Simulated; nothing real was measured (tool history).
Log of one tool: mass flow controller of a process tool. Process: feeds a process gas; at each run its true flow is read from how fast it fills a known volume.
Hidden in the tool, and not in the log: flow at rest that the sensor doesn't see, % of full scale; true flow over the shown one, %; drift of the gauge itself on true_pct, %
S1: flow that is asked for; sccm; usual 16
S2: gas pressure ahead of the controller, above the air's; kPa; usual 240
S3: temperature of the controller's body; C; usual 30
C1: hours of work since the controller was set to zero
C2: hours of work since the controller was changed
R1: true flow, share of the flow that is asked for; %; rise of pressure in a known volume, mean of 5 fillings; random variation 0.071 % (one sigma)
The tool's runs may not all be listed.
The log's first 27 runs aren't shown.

Run 28, hour 5149.5: usual settings but S1 15 sccm, S3 39 C; C1 2762; C2 2762. Result: R1 99.82 %.
Run 29, hour 5270.8: usual settings but S1 15 sccm, S3 39 C; C1 2855; C2 2855. Result: R1 99.88 %.
Run 30, hour 5438.1: usual settings but S1 3 sccm, S2 165 kPa, S3 31 C; C1 2984; C2 2984. Result: R1 97.36 %.
Run 31, hour 5722.0: usual settings but S1 3 sccm, S2 165 kPa, S3 31 C; C1 3203; C2 3203. Result: R1 97.49 %.
Run 32, hour 6007.0: usual settings but S1 13 sccm, S2 165 kPa, S3 31 C; C1 3423; C2 3423. Result: R1 99.16 %.
Run 33, hour 6155.4: usual settings but S1 3 sccm, S2 207 kPa, S3 38 C; C1 3537; C2 3537. Result: R1 97.72 %.
Run 34, hour 6313.0: usual settings but S1 3 sccm, S2 207 kPa, S3 38 C; C1 3659; C2 3659. Result: R1 97.58 %.
Run 35, hour 6436.6: usual settings but S1 3 sccm, S2 207 kPa; C1 3754; C2 3754. Result: R1 97.33 %.
Run 36, hour 6566.3: usual settings but S1 3 sccm, S2 207 kPa; C1 3854; C2 3854. Result: R1 97.31 %.
Run 37, hour 6846.5: usual settings but S1 4 sccm, S2 206 kPa; C1 4070; C2 4070. Result: R1 97.53 %.
Run 38, hour 7132.8: usual settings but S1 13 sccm, S2 231 kPa, S3 31 C; C1 4291; C2 4291. Result: R1 99.13 %.
Run 39, hour 7386.8: usual settings but S1 3 sccm, S2 231 kPa, S3 31 C; C1 4487; C2 4487. Result: R1 97.31 %.
Run 40, hour 7573.8: usual settings but S1 3 sccm, S2 219 kPa, S3 24 C; C1 4631; C2 4631. Result: R1 96.84 %.
Run 41, hour 7857.6: usual settings but S1 5 sccm, S2 179 kPa, S3 33 C; C1 4849; C2 4849. Result: R1 97.68 %.
At hour 7936.2: controller's zero set anew.
Run 42, hour 8000.9: usual settings but S2 269 kPa, S3 29 C; C1 50; C2 4960. Result: R1 99.52 %.
Run 43, hour 8157.7: usual settings but S2 269 kPa, S3 29 C; C1 171; C2 5080. Result: R1 99.40 %.
Run 44, hour 8341.2: usual settings but S2 269 kPa, S3 29 C; C1 312; C2 5222. Result: R1 99.41 %.
Run 45, hour 8521.1: usual settings but S1 12 sccm, S2 269 kPa, S3 29 C; C1 451; C2 5361. Result: R1 98.63 %.
Run 46, hour 8798.8: usual settings but S1 2 sccm, S2 152 kPa, S3 24 C; C1 665; C2 5575. Result: R1 96.90 %.
Run 47, hour 9024.6: usual settings but S1 7 sccm, S2 222 kPa, S3 22 C; C1 839; C2 5749. Result: R1 97.62 %.
Run 48, hour 9283.5: usual settings but S1 7 sccm, S2 222 kPa, S3 22 C; C1 1039; C2 5948. Result: R1 97.59 %.
Run 49, hour 9493.7: usual settings but S1 5 sccm; C1 1201; C2 6110. Result: R1 97.62 %.

3 ways to go on from here, each from the tool as it stands after run 49. What would each give?
Run A, hour 9692.2: usual settings but S1 10 sccm, S2 237 kPa; C1 1354; C2 6263. Result: R1 ?.
Run B, hour 9692.2: usual settings but S1 2 sccm, S2 171 kPa; C1 1354; C2 6263. Result: R1 ?.
Run C, hour 9692.2: usual settings but S2 256 kPa, S3 35 C; C1 1354; C2 6263. Result: R1 ?.

run     R1
  A  98.53
  B  97.09
  C  99.71
Without the tool's hidden state the same runs would have given:
run     R1
  A  98.54
  B  97.10
  C  99.72

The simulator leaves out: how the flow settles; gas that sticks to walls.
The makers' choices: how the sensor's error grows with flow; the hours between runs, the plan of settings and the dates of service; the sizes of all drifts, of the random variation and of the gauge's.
